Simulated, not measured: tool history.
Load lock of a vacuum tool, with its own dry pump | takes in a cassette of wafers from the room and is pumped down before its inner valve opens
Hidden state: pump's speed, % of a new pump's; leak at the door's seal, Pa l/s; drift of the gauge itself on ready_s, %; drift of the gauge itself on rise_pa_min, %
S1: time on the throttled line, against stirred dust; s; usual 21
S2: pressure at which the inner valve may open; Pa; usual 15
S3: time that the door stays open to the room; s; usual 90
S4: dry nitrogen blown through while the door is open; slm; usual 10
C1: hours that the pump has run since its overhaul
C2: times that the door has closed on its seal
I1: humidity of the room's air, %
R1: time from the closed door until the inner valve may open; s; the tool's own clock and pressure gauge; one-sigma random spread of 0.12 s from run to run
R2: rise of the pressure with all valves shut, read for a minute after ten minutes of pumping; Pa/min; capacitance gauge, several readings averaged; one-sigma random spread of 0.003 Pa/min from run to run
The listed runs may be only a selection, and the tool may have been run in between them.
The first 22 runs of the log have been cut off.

{"run": 23, "day": 207.042, "S1": 15, "S2": 15, "S3": 90, "S4": 10, "C1": 3830, "C2": 12098, "I1": 44.7, "R1": 29.8, "R2": 0.089}
{"run": 24, "day": 218.571, "S1": 15, "S2": 15, "S3": 90, "S4": 10, "C1": 4107, "C2": 13312, "I1": 43.3, "R1": 29.6, "R2": 0.088}
{"run": 25, "day": 226.4, "S1": 23, "S2": 15, "S3": 96, "S4": 10, "C1": 4295, "C2": 14136, "I1": 43.4, "R1": 36, "R2": 0.095}
{"run": 26, "day": 237.171, "S1": 10, "S2": 20, "S3": 33, "S4": 8, "C1": 4553, "C2": 15270, "I1": 46.4, "R1": 25.6, "R2": 0.092}
{"run": 27, "day": 246.067, "S1": 17, "S2": 21, "S3": 33, "S4": 8, "C1": 4767, "C2": 16207, "I1": 43.8, "R1": 30.9, "R2": 0.096}
{"run": 28, "day": 256.1, "S1": 41, "S2": 15, "S3": 141, "S4": 10, "C1": 5007, "C2": 17263, "I1": 45.6, "R1": 49.6, "R2": 0.118}
{"run": 29, "day": 266.921, "S1": 29, "S2": 18, "S3": 68, "S4": 17, "C1": 5267, "C2": 18403, "I1": 45.6, "R1": 40.1, "R2": 0.096}
{"run": 30, "day": 273.425, "S1": 29, "S2": 25, "S3": 89, "S4": 17, "C1": 5423, "C2": 19087, "I1": 46.4, "R1": 39.7, "R2": 0.106}
{"run": 31, "day": 284.383, "S1": 29, "S2": 20, "S3": 89, "S4": 17, "C1": 5686, "C2": 20241, "I1": 48.6, "R1": 39.9, "R2": 0.122}
{"run": 32, "day": 294.617, "S1": 29, "S2": 20, "S3": 223, "S4": 17, "C1": 5932, "C2": 21319, "I1": 45.6, "R1": 40.2, "R2": 0.132}
{"run": 33, "day": 305.921, "S1": 35, "S2": 20, "S3": 77, "S4": 38, "C1": 6203, "C2": 22509, "I1": 48, "R1": 44.6, "R2": 0.119}
{"run": 34, "day": 312.075, "S1": 35, "S2": 20, "S3": 77, "S4": 8, "C1": 6351, "C2": 23157, "I1": 46.5, "R1": 44.3, "R2": 0.139}
{"run": 35, "day": 318.617, "S1": 35, "S2": 20, "S3": 77, "S4": 8, "C1": 6508, "C2": 23846, "I1": 47.6, "R1": 44.5, "R2": 0.154}
{"run": 36, "day": 325.062, "S1": 16, "S2": 20, "S3": 91, "S4": 37, "C1": 6663, "C2": 24524, "I1": 43, "R1": 30.2, "R2": 0.134}
{"run": 37, "day": 336.221, "S1": 14, "S2": 15, "S3": 90, "S4": 5, "C1": 6930, "C2": 25699, "I1": 43.4, "R1": 29.8, "R2": 0.173}

3 options for the next run, each taken on its own from the tool as it stands now. Forecast them:
{"run": "A", "day": 348.854, "S1": 21, "S2": 28, "S3": 29, "S4": 14, "C1": 7234, "C2": 27029, "I1": 43.1, "R1": "?", "R2": "?"}
{"run": "B", "day": 348.854, "S1": 16, "S2": 15, "S3": 90, "S4": 20, "C1": 7234, "C2": 27029, "I1": 40.9, "R1": "?", "R2": "?"}
{"run": "C", "day": 348.854, "S1": 18, "S2": 15, "S3": 40, "S4": 10, "C1": 7234, "C2": 27029, "I1": 47.4, "R1": "?", "R2": "?"}

run=A R1=33.6 R2=0.15
run=B R1=31.3 R2=0.159
run=C R1=32.9 R2=0.164
With the hidden condition removed and each run's random variation left untouched, the same runs would have given:
run=A R1=32.3 R2=0.03
run=B R1=29.8 R2=0.037
run=C R1=31.4 R2=0.043
